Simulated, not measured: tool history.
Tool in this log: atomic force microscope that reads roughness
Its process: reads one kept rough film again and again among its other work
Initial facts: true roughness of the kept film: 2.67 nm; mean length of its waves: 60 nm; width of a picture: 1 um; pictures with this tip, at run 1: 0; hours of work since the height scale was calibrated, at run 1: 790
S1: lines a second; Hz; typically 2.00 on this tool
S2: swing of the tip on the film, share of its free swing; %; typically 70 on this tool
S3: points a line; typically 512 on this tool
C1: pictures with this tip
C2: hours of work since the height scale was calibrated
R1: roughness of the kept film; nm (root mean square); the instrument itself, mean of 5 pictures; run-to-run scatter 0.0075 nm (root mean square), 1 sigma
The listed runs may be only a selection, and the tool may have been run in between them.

{"run": 1, "hour": 0.0, "S1": 2.0, "S2": 70, "S3": 512, "C1": 0, "C2": 790, "R1": 2.465}
{"run": 2, "hour": 31.4, "S1": 2.0, "S2": 70, "S3": 512, "C1": 57, "C2": 814, "R1": 2.454}
{"run": 3, "hour": 78.5, "S1": 2.0, "S2": 70, "S3": 512, "C1": 142, "C2": 849, "R1": 2.382}
{"hour": 98.7, "done": "new tip fitted"}
{"run": 4, "hour": 114.8, "S1": 2.0, "S2": 70, "S3": 512, "C1": 29, "C2": 876, "R1": 2.444}
{"run": 5, "hour": 144.7, "S1": 2.0, "S2": 70, "S3": 512, "C1": 83, "C2": 899, "R1": 2.431}
{"run": 6, "hour": 177.4, "S1": 2.0, "S2": 70, "S3": 512, "C1": 142, "C2": 923, "R1": 2.4}
{"hour": 197.5, "done": "new tip fitted"}
{"run": 7, "hour": 217.0, "S1": 1.15, "S2": 70, "S3": 512, "C1": 36, "C2": 953, "R1": 2.527}
{"run": 8, "hour": 269.6, "S1": 1.33, "S2": 70, "S3": 512, "C1": 130, "C2": 992, "R1": 2.461}
{"hour": 297.2, "done": "new tip fitted"}
{"run": 9, "hour": 304.9, "S1": 2.0, "S2": 70, "S3": 512, "C1": 14, "C2": 1018, "R1": 2.474}
{"run": 10, "hour": 351.0, "S1": 2.0, "S2": 61, "S3": 512, "C1": 97, "C2": 1053, "R1": 2.497}
{"run": 11, "hour": 387.5, "S1": 2.0, "S2": 61, "S3": 512, "C1": 163, "C2": 1080, "R1": 2.45}
{"hour": 396.1, "done": "new tip fitted"}
{"run": 12, "hour": 440.6, "S1": 2.0, "S2": 61, "S3": 512, "C1": 80, "C2": 1120, "R1": 2.492}
{"hour": 443.9, "done": "height scale calibrated on a step standard"}
{"run": 13, "hour": 473.4, "S1": 2.0, "S2": 61, "S3": 512, "C1": 137, "C2": 22, "R1": 2.475}
{"hour": 498.8, "done": "new tip fitted"}
{"run": 14, "hour": 501.6, "S1": 2.0, "S2": 61, "S3": 512, "C1": 5, "C2": 43, "R1": 2.538}
{"run": 15, "hour": 542.5, "S1": 2.0, "S2": 70, "S3": 683, "C1": 79, "C2": 74, "R1": 2.431}
{"run": 16, "hour": 570.3, "S1": 2.0, "S2": 70, "S3": 683, "C1": 129, "C2": 95, "R1": 2.427}
{"hour": 592.8, "done": "height scale calibrated on a step standard, once more"}
{"hour": 599.8, "done": "new tip fitted"}
{"run": 17, "hour": 614.4, "S1": 2.0, "S2": 70, "S3": 683, "C1": 27, "C2": 16, "R1": 2.444}
{"run": 18, "hour": 650.8, "S1": 0.6, "S2": 70, "S3": 683, "C1": 92, "C2": 43, "R1": 2.525}
{"run": 19, "hour": 677.2, "S1": 0.6, "S2": 70, "S3": 683, "C1": 140, "C2": 63, "R1": 2.485}
{"hour": 697.2, "done": "new tip fitted"}
{"run": 20, "hour": 707.1, "S1": 2.0, "S2": 80, "S3": 512, "C1": 18, "C2": 85, "R1": 2.355}
{"run": 21, "hour": 762.7, "S1": 3.32, "S2": 84, "S3": 578, "C1": 118, "C2": 127, "R1": 2.089}
{"hour": 797.8, "done": "new tip fitted"}
{"run": 22, "hour": 814.3, "S1": 3.32, "S2": 57, "S3": 609, "C1": 30, "C2": 165, "R1": 2.492}
{"run": 23, "hour": 860.6, "S1": 3.55, "S2": 58, "S3": 300, "C1": 114, "C2": 200, "R1": 2.436}
{"hour": 895.8, "done": "new tip fitted"}
{"run": 24, "hour": 904.9, "S1": 3.36, "S2": 65, "S3": 354, "C1": 17, "C2": 233, "R1": 2.419}
{"run": 25, "hour": 954.5, "S1": 2.0, "S2": 58, "S3": 522, "C1": 106, "C2": 270, "R1": 2.501}
{"hour": 995.6, "done": "new tip fitted"}
{"run": 26, "hour": 1007.1, "S1": 0.86, "S2": 57, "S3": 287, "C1": 21, "C2": 310, "R1": 2.581}
{"run": 27, "hour": 1036.9, "S1": 0.86, "S2": 57, "S3": 287, "C1": 75, "C2": 332, "R1": 2.548}
{"run": 28, "hour": 1085.8, "S1": 0.86, "S2": 61, "S3": 305, "C1": 163, "C2": 369, "R1": 2.491}
{"hour": 1092.8, "done": "new tip fitted"}
{"run": 29, "hour": 1114.9, "S1": 2.0, "S2": 84, "S3": 335, "C1": 39, "C2": 390, "R1": 2.293}

Forecast run 30:
{"run": 30, "hour": 1142.9, "S1": 0.52, "S2": 70, "S3": 377, "C1": 90, "C2": 411, "R1": "?"}

{"run 30": {"R1": 2.525}}
Without the tool's hidden state the same run would have given R1 2.580 nm (root mean square).

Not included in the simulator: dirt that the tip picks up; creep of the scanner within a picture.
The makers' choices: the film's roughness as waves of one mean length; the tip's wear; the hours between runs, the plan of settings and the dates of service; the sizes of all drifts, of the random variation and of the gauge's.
